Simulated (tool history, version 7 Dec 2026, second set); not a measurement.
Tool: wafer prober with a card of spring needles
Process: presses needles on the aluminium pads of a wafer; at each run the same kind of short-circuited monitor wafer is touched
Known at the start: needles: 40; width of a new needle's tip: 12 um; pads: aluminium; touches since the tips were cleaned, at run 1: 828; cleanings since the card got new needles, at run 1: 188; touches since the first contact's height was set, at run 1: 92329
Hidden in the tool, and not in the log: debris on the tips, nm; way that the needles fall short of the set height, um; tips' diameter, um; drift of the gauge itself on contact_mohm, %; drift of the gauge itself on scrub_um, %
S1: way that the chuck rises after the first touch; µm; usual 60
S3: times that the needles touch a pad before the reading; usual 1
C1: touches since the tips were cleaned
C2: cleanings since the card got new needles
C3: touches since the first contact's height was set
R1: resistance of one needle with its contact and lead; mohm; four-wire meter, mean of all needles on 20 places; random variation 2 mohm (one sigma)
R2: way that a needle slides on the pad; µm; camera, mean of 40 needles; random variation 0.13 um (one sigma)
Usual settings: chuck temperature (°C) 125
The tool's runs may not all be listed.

{"run": 1, "hour": 0.0, "S1": 60, "chuck temperature (°C)": 125, "S3": 1, "C1": 828, "C2": 188, "C3": 92329, "R1": 251, "R2": 12.46}
{"hour": 5.3, "done": "tips cleaned on abrasive film"}
{"hour": 12.4, "done": "tips cleaned on abrasive film"}
{"hour": 21.3, "done": "tips cleaned on abrasive film"}
{"run": 2, "hour": 22.2, "S1": 60, "chuck temperature (°C)": 125, "S3": 1, "C1": 365, "C2": 191, "C3": 100706, "R1": 246, "R2": 12.05}
{"hour": 29.3, "done": "tips cleaned on abrasive film"}
{"hour": 38.1, "done": "tips cleaned on abrasive film"}
{"hour": 45.2, "done": "tips cleaned on abrasive film"}
{"run": 3, "hour": 48.1, "S1": 60, "chuck temperature (°C)": 125, "S3": 1, "C1": 1108, "C2": 194, "C3": 110497, "R1": 261, "R2": 12.2}
{"hour": 53.5, "done": "tips cleaned on abrasive film"}
{"hour": 62.3, "done": "tips cleaned on abrasive film"}
{"hour": 69.4, "done": "tips cleaned on abrasive film"}
{"hour": 78.2, "done": "tips cleaned on abrasive film"}
{"hour": 85.3, "done": "tips cleaned on abrasive film"}
{"run": 4, "hour": 90.0, "S1": 56, "chuck temperature (°C)": 125, "S3": 1, "C1": 1793, "C2": 199, "C3": 126316, "R1": 281, "R2": 11.04}
{"hour": 93.6, "done": "tips cleaned on abrasive film"}
{"hour": 100.7, "done": "tips cleaned on abrasive film"}
{"hour": 109.5, "done": "tips cleaned on abrasive film"}
{"run": 5, "hour": 116.4, "S1": 60, "chuck temperature (°C)": 43, "S3": 1, "C1": 2623, "C2": 202, "C3": 136286, "R1": 282, "R2": 12.14}
{"hour": 118.2, "done": "tips cleaned on abrasive film"}
{"hour": 127.1, "done": "tips cleaned on abrasive film"}
{"hour": 134.2, "done": "tips cleaned on abrasive film"}
{"hour": 141.2, "done": "tips cleaned on abrasive film"}
{"hour": 153.2, "done": "card fitted with new needles"}
{"hour": 161.5, "done": "tips cleaned on abrasive film"}
{"run": 6, "hour": 161.5, "S1": 60, "chuck temperature (°C)": 43, "S3": 1, "C1": 0, "C2": 1, "C3": 3128, "R1": 208, "R2": 13.2}
{"hour": 170.4, "done": "tips cleaned on abrasive film"}
{"hour": 177.5, "done": "tips cleaned on abrasive film"}
{"run": 7, "hour": 182.4, "S1": 60, "chuck temperature (°C)": 43, "S3": 1, "C1": 1902, "C2": 3, "C3": 11041, "R1": 223, "R2": 13.02}
{"hour": 186.0, "done": "tips cleaned on abrasive film"}
{"hour": 193.1, "done": "tips cleaned on abrasive film"}
{"hour": 201.9, "done": "tips cleaned on abrasive film"}
{"hour": 209.0, "done": "tips cleaned on abrasive film"}
{"run": 8, "hour": 209.2, "S1": 60, "chuck temperature (°C)": 125, "S3": 1, "C1": 81, "C2": 7, "C3": 21141, "R1": 224, "R2": 12.84}
{"hour": 216.3, "done": "tips cleaned on abrasive film"}
{"hour": 225.2, "done": "tips cleaned on abrasive film"}
{"hour": 232.3, "done": "tips cleaned on abrasive film"}
{"hour": 241.1, "done": "tips cleaned on abrasive film"}
{"hour": 248.2, "done": "tips cleaned on abrasive film"}
{"hour": 255.8, "done": "tips cleaned on abrasive film"}
{"run": 9, "hour": 255.8, "S1": 60, "chuck temperature (°C)": 125, "S3": 1, "C1": 0, "C2": 13, "C3": 38724, "R1": 222, "R2": 12.69}
{"hour": 264.7, "done": "tips cleaned on abrasive film"}
{"hour": 271.8, "done": "tips cleaned on abrasive film"}
{"hour": 278.9, "done": "tips cleaned on abrasive film"}
{"hour": 287.7, "done": "tips cleaned on abrasive film"}
{"run": 10, "hour": 290.5, "S1": 60, "chuck temperature (°C)": 125, "S3": 1, "C1": 1072, "C2": 17, "C3": 51816, "R1": 236, "R2": 12.62}
{"hour": 295.8, "done": "tips cleaned on abrasive film"}
{"hour": 302.9, "done": "tips cleaned on abrasive film"}
{"hour": 311.8, "done": "tips cleaned on abrasive film"}
{"hour": 320.6, "done": "tips cleaned on abrasive film"}
{"hour": 327.7, "done": "tips cleaned on abrasive film"}
{"hour": 336.5, "done": "tips cleaned on abrasive film"}
{"run": 11, "hour": 336.6, "S1": 60, "chuck temperature (°C)": 125, "S3": 1, "C1": 17, "C2": 23, "C3": 69198, "R1": 225, "R2": 12.19}
{"hour": 345.3, "done": "tips cleaned on abrasive film"}
{"hour": 354.2, "done": "tips cleaned on abrasive film"}
{"hour": 363.0, "done": "tips cleaned on abrasive film"}
{"hour": 371.9, "done": "tips cleaned on abrasive film"}
{"run": 12, "hour": 375.1, "S1": 60, "chuck temperature (°C)": 125, "S3": 1, "C1": 1223, "C2": 27, "C3": 83761, "R1": 238, "R2": 12.48}
{"hour": 380.4, "done": "tips cleaned on abrasive film"}
{"hour": 389.2, "done": "tips cleaned on abrasive film"}
{"hour": 398.1, "done": "tips cleaned on abrasive film"}
{"run": 13, "hour": 402.5, "S1": 60, "chuck temperature (°C)": 125, "S3": 1, "C1": 1704, "C2": 30, "C3": 94148, "R1": 240, "R2": 12.1}

Forecast run 14:
{"hour": 406.1, "done": "tips cleaned on abrasive film"}
{"hour": 413.2, "done": "tips cleaned on abrasive film"}
{"hour": 422.0, "done": "tips cleaned on abrasive film"}
{"hour": 429.1, "done": "tips cleaned on abrasive film"}
{"hour": 436.2, "done": "tips cleaned on abrasive film"}
{"run": 14, "hour": 438.6, "S1": 60, "chuck temperature (°C)": 32, "S3": 1, "C1": 903, "C2": 35, "C3": 107740, "R1": "?", "R2": "?"}

{"run 14": {"R1": 219, "R2": 12.18}}
Without the tool's hidden state the same run would have given R1 202 mohm, R2 13.11 µm.
